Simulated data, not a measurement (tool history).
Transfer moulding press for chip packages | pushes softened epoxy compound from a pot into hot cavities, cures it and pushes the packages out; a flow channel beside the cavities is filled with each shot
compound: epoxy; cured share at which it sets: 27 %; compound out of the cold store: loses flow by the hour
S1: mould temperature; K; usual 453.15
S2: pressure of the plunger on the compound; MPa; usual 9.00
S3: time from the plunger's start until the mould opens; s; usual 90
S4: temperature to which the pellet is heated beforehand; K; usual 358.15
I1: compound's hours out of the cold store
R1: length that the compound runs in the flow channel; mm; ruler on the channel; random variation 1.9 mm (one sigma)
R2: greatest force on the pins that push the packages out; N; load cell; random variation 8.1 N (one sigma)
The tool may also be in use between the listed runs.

run,hour,S1,S2,S3,S4,I1,R1,R2
1,0.0,453.15,9.00,90,358.15,47.3,662,566
2,7.8,453.15,9.00,90,358.15,13.6,865,631
3,16.6,453.15,9.00,90,358.15,47.6,661,610
4,21.0,453.15,9.00,90,355.15,16.8,846,651
5,25.9,453.15,9.00,81,358.15,46.4,663,716
6,31.0,453.15,9.00,81,358.15,12.3,879,768
# hour 35.4: cavities cleaned with cleaning compound and waxed
7,42.5,453.15,10.33,90,358.15,13.9,930,416
8,50.7,453.15,10.33,90,358.15,37.8,766,447
9,57.0,449.15,9.31,90,359.15,14.1,892,583
10,61.6,449.15,9.31,90,359.15,16.6,873,608
11,69.0,450.15,8.02,90,358.15,27.5,741,623
12,75.8,449.15,9.04,90,367.15,8.5,919,720
13,80.0,449.15,7.77,78,357.15,26.6,732,876
14,86.3,453.15,9.00,126,365.15,11.6,881,542
15,92.4,453.15,9.00,126,365.15,45.8,664,541

5 ways to go on from here, each from the tool as it stands after run 15. What would each give?
A,100.1,453.15,9.00,81,365.15,17.2,?,?
B,100.1,446.15,9.17,126,365.15,18.3,?,?
C,100.1,453.15,9.00,90,365.15,22.8,?,?
D,100.1,453.15,9.00,102,349.15,47.1,?,?
E,100.1,451.15,9.00,90,358.15,41.6,?,?

run,R1,R2
A,842,739
B,859,611
C,802,629
D,662,579
E,693,657
Without the tool's hidden state the same runs would have given:
run,R1,R2
A,861,400
B,878,334
C,819,343
D,676,320
E,709,358
